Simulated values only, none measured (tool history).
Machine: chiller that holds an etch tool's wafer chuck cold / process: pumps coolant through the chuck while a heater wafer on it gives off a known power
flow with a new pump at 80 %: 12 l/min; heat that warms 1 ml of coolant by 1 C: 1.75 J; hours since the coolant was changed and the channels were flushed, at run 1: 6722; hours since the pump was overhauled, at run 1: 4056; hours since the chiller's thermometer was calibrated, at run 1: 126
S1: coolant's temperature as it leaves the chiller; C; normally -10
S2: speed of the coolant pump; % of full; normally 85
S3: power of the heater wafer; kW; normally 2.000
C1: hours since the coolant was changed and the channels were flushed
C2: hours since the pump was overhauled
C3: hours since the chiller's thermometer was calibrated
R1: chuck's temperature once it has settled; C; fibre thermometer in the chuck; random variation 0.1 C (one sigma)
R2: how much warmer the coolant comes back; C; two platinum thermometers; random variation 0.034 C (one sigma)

run,day,S1,S2,S3,C1,C2,C3,R1,R2
1,0.000,-10,85,2.000,6722,4056,126,13.2,5.74
2,4.908,-13,85,2.000,6840,4174,244,10.3,5.81
3,8.092,-10,85,2.000,6916,4251,320,13.2,5.81
4,12.075,-10,85,2.000,7012,4346,416,13.4,5.86
5,15.246,-10,85,2.000,7088,4422,492,13.6,5.73
6,20.200,-10,84,2.000,7207,4541,611,14.0,5.88
# day 25.346: coolant changed, channels flushed
7,26.212,-10,84,2.000,21,4679,749,8.8,5.93
8,32.100,-6,84,2.000,162,4821,890,12.9,5.91
9,37.754,-10,85,1.738,298,4956,1026,6.3,5.11
10,42.358,-10,85,2.304,408,5067,1137,12.1,6.78
11,48.158,-10,85,1.177,547,5206,1276,1.5,3.46
12,54.238,-10,85,2.000,693,5352,1422,9.3,5.91
13,59.758,-10,85,2.000,826,5485,1554,9.6,6.02
14,65.496,-10,62,2.000,964,5622,1692,16.3,8.55
15,68.617,-10,62,2.000,1039,5697,1767,16.4,8.63
16,74.350,-10,85,2.000,1176,5835,1904,9.9,5.99
17,79.200,-10,85,2.000,1292,5951,2021,10.0,5.98
18,84.200,-14,71,1.295,1413,6071,2141,1.5,4.80
# day 88.250: chiller's thermometer calibrated
19,88.892,-14,62,2.334,1524,6183,15,17.2,10.03
20,92.271,-14,62,2.334,1605,6264,96,17.3,10.14
21,96.433,-5,62,1.932,1705,6364,196,20.9,8.40
22,100.317,-10,63,1.598,1798,6457,290,11.3,6.87
23,104.483,-10,63,1.598,1898,6557,390,11.2,6.84
24,110.979,-19,85,1.561,2054,6713,545,-3.0,4.76
25,113.892,-19,85,1.561,2124,6783,615,-2.9,4.77
26,120.233,-10,90,1.561,2276,6935,768,5.4,4.48
27,124.146,-10,90,2.361,2370,7029,861,13.3,6.77
28,127.858,-11,85,1.964,2459,7118,951,9.6,6.06
29,134.162,-11,85,1.964,2611,7269,1102,9.9,6.11
30,139.017,-6,87,1.607,2727,7386,1218,10.9,4.88
31,145.071,-11,74,2.273,2872,7531,1364,16.5,8.26

Forecast each of these 3 alternatives for the next run:
A,148.312,-10,93,2.000,2950,7609,1441,?,?
B,148.312,-11,78,2.273,2950,7609,1441,?,?
C,148.312,-18,87,2.273,2950,7609,1441,?,?

run,R1,R2
A,9.8,5.54
B,15.3,7.75
C,5.9,6.88
Had the tool no hidden state, the same runs would have come out as:
run,R1,R2
A,5.8,4.74
B,9.9,6.64
C,1.1,5.90
